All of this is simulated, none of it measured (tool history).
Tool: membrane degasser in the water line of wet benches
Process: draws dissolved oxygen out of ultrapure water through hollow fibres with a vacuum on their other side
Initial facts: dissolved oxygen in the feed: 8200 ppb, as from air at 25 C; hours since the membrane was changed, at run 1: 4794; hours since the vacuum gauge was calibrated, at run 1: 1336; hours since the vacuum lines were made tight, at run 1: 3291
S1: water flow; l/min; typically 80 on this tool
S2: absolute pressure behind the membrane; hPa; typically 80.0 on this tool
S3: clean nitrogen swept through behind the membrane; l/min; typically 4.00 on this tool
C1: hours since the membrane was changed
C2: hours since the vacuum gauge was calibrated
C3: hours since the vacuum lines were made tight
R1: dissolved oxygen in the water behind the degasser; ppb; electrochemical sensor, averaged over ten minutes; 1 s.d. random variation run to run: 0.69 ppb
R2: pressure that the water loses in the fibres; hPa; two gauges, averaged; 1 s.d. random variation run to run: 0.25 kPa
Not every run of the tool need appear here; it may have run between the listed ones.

| run | day | S1 | S2 | S3 | C1 | C2 | C3 | R1 | R2 |
|---|---|---|---|---|---|---|---|---|---|
| 1 | 0.000 | 80 | 80.0 | 4.00 | 4794 | 1336 | 3291 | 216.5 | 648.1 |
| 2 | 3.175 | 80 | 80.0 | 4.00 | 4871 | 1412 | 3367 | 215.9 | 647.1 |
| 3 | 6.492 | 80 | 54.4 | 4.00 | 4950 | 1492 | 3446 | 105.2 | 644.4 |
| 4 | 9.450 | 80 | 54.4 | 4.00 | 5021 | 1563 | 3517 | 104.9 | 647.6 |
| 5 | 11.862 | 80 | 132.0 | 4.00 | 5079 | 1621 | 3575 | 428.2 | 649.9 |
| 6 | 16.562 | 80 | 132.0 | 4.00 | 5192 | 1734 | 3688 | 428.6 | 653.7 |
| 7 | 18.933 | 80 | 80.0 | 4.00 | 5249 | 1790 | 3745 | 214.9 | 652.1 |
| 8 | 21.612 | 80 | 80.0 | 4.00 | 5313 | 1855 | 3809 | 215.4 | 646.4 |
| 9 | 25.354 | 77 | 80.0 | 4.00 | 5403 | 1944 | 3899 | 206.9 | 621.4 |
| 10 | 29.908 | 77 | 80.0 | 4.00 | 5512 | 2054 | 4008 | 205.6 | 627.0 |
| 11 | 33.608 | 77 | 80.0 | 4.00 | 5601 | 2143 | 4097 | 207.4 | 623.1 |
| 12 | 38.517 | 80 | 80.0 | 4.24 | 5719 | 2260 | 4215 | 203.4 | 647.8 |
| 13 | 42.654 | 80 | 80.0 | 4.24 | 5818 | 2360 | 4314 | 204.4 | 647.5 |
| 14 | 45.958 | 128 | 80.0 | 4.00 | 5897 | 2439 | 4394 | 327.7 | 1036.0 |
| 15 | 48.633 | 128 | 80.0 | 4.00 | 5962 | 2503 | 4458 | 329.8 | 1033.0 |
| 16 | 52.504 | 80 | 62.4 | 4.00 | 6055 | 2596 | 4551 | 138.2 | 649.8 |
| 17 | 55.454 | 66 | 80.0 | 4.00 | 6125 | 2667 | 4621 | 178.3 | 528.0 |
| 18 | 59.154 | 66 | 80.0 | 4.00 | 6214 | 2756 | 4710 | 177.6 | 534.6 |
|  | 62.342 | gauge calibrated |
| 19 | 62.779 | 66 | 80.0 | 4.00 | 6301 | 2843 | 4797 | 180.0 | 530.9 |
| 20 | 66.625 | 66 | 80.0 | 4.00 | 6393 | 2935 | 4890 | 179.6 | 534.0 |
| 21 | 70.475 | 80 | 179.3 | 8.89 | 6486 | 3027 | 4982 | 309.5 | 645.4 |
| 22 | 74.058 | 67 | 90.3 | 3.75 | 6572 | 3113 | 5068 | 233.1 | 544.0 |
| 23 | 77.508 | 81 | 115.0 | 7.44 | 6655 | 3196 | 5151 | 212.5 | 658.5 |
| 24 | 80.638 | 81 | 115.0 | 7.44 | 6730 | 3271 | 5226 | 212.3 | 655.6 |
| 25 | 84.196 | 81 | 115.0 | 7.44 | 6815 | 3357 | 5311 | 214.0 | 653.5 |
| 26 | 86.408 | 112 | 115.0 | 7.44 | 6868 | 3410 | 5364 | 292.7 | 907.2 |
| 27 | 90.604 | 61 | 80.0 | 4.00 | 6969 | 3511 | 5465 | 166.1 | 495.5 |
| 28 | 93.804 | 80 | 80.0 | 11.75 | 7046 | 3587 | 5542 | 83.9 | 652.3 |
| 29 | 97.242 | 80 | 80.0 | 11.75 | 7128 | 3670 | 5624 | 83.7 | 654.5 |
| 30 | 101.567 | 80 | 80.0 | 11.75 | 7232 | 3774 | 5728 | 84.1 | 648.4 |
| 31 | 105.150 | 80 | 57.3 | 4.00 | 7318 | 3860 | 5814 | 117.0 | 652.7 |
| 32 | 109.504 | 65 | 68.8 | 2.63 | 7423 | 3964 | 5919 | 195.2 | 527.1 |
| 33 | 111.921 | 126 | 78.9 | 1.67 | 7481 | 4022 | 5977 | 584.5 | 1020.3 |

For each run, the measured value with the value that run would have given without the tool's hidden condition subtracted. The run-to-run variation is shared by both, the gauge scatter possibly not:
Hidden state at play: membrane still open, %; true pressure behind the membrane over the reading, kPa; air that leaks in behind the membrane, l/min; drift of the gauge itself on oxygen_ppb, %; drift of the gauge itself on loss_of_pressure_kpa, %.
| run | R1 |
|---|---|
| 1 | +0.0 |
| 2 | -0.1 |
| 3 | -0.2 |
| 4 | -0.2 |
| 5 | -1.2 |
| 6 | -1.8 |
| 7 | -1.0 |
| 8 | -1.2 |
| 9 | -1.3 |
| 10 | -1.5 |
| 11 | -1.8 |
| 12 | -2.0 |
| 13 | -2.2 |
| 14 | -3.8 |
| 15 | -4.1 |
| 16 | -1.9 |
| 17 | -2.6 |
| 18 | -2.7 |
| 19 | +0.0 |
| 20 | -0.1 |
| 21 | -0.7 |
| 22 | -0.7 |
| 23 | -0.8 |
| 24 | -1.0 |
| 25 | -1.2 |
| 26 | -1.8 |
| 27 | -1.2 |
| 28 | -0.6 |
| 29 | -0.7 |
| 30 | -0.8 |
| 31 | -1.3 |
| 32 | -2.3 |
| 33 | -7.3 |
R2: within 0.4 hPa of the measured result in every run.

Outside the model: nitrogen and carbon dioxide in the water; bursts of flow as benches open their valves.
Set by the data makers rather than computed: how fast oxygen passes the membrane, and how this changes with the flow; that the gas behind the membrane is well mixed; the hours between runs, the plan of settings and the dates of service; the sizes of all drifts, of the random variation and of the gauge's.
